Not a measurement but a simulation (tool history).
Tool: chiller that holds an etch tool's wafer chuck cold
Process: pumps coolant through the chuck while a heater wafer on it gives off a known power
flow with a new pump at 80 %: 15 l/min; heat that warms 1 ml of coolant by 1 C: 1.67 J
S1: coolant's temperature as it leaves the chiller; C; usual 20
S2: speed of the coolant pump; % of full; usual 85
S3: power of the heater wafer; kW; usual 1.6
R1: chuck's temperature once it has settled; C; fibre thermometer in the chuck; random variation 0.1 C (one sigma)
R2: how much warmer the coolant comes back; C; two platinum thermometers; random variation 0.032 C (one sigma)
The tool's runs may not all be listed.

run 1 hour=0 | S1=20 S2=85 S3=1.6 | R1=33.9 R2=3.58
run 2 hour=35 | S1=20 S2=85 S3=1.6 | R1=33.8 R2=3.54
run 3 hour=54.2 | S1=20 S2=85 S3=1.6 | R1=33.8 R2=3.54
run 4 hour=78.2 | S1=20 S2=85 S3=1.6 | R1=34 R2=3.6
run 5 hour=105.5 | S1=20 S2=85 S3=1.6 | R1=33.7 R2=3.58
run 6 hour=120.7 | S1=20 S2=85 S3=1.6 | R1=33.9 R2=3.59
run 7 hour=143.1 | S1=20 S2=85 S3=1.6 | R1=34.1 R2=3.6
run 8 hour=166.5 | S1=20 S2=85 S3=1.6 | R1=33.7 R2=3.53
run 9 hour=190.6 | S1=26 S2=85 S3=1.6 | R1=39.8 R2=3.57
run 10 hour=216.7 | S1=26 S2=85 S3=1.6 | R1=39.9 R2=3.55
run 11 hour=252.7 | S1=26 S2=85 S3=1.6 | R1=39.8 R2=3.6
run 12 hour=274.2 | S1=23 S2=94 S3=1.048 | R1=31.3 R2=2.16
run 13 hour=298.6 | S1=14 S2=85 S3=1.821 | R1=29.8 R2=4.06
run 14 hour=322.9 | S1=14 S2=85 S3=1.821 | R1=29.7 R2=4.12
run 15 hour=347 | S1=13 S2=63 S3=1.831 | R1=33.4 R2=5.64
run 16 hour=376.2 | S1=21 S2=85 S3=1.6 | R1=34.8 R2=3.61
run 17 hour=407.2 | S1=20 S2=62 S3=2.013 | R1=42.9 R2=6.26
run 18 hour=430 | S1=13 S2=85 S3=1.6 | R1=26.8 R2=3.63
run 19 hour=457 | S1=12 S2=85 S3=1.6 | R1=25.7 R2=3.6
run 20 hour=479.8 | S1=12 S2=85 S3=1.6 | R1=25.9 R2=3.58
run 21 hour=509.7 | S1=20 S2=74 S3=0.9 | R1=28.8 R2=2.36
run 22 hour=541.1 | S1=20 S2=74 S3=0.9 | R1=28.8 R2=2.29

5 ways to go on from here, each from the tool as it stands after run 22. What would each give?
run A hour=559 | S1=20 S2=69 S3=1.6 | R1=? R2=?
run B hour=559 | S1=17 S2=88 S3=0.9 | R1=? R2=?
run C hour=559 | S1=20 S2=98 S3=1.6 | R1=? R2=?
run D hour=559 | S1=20 S2=85 S3=1.244 | R1=? R2=?
run E hour=559 | S1=10 S2=68 S3=1.504 | R1=? R2=?

run=A R1=36.6 R2=4.41
run=B R1=24.5 R2=1.9
run=C R1=32.2 R2=3.07
run=D R1=30.8 R2=2.75
run=E R1=25.6 R2=4.31
Without the tool's hidden state the same runs would have given:
run=A R1=36.6 R2=4.41
run=B R1=24.5 R2=1.9
run=C R1=32.2 R2=3.07
run=D R1=30.8 R2=2.75
run=E R1=25.6 R2=4.31
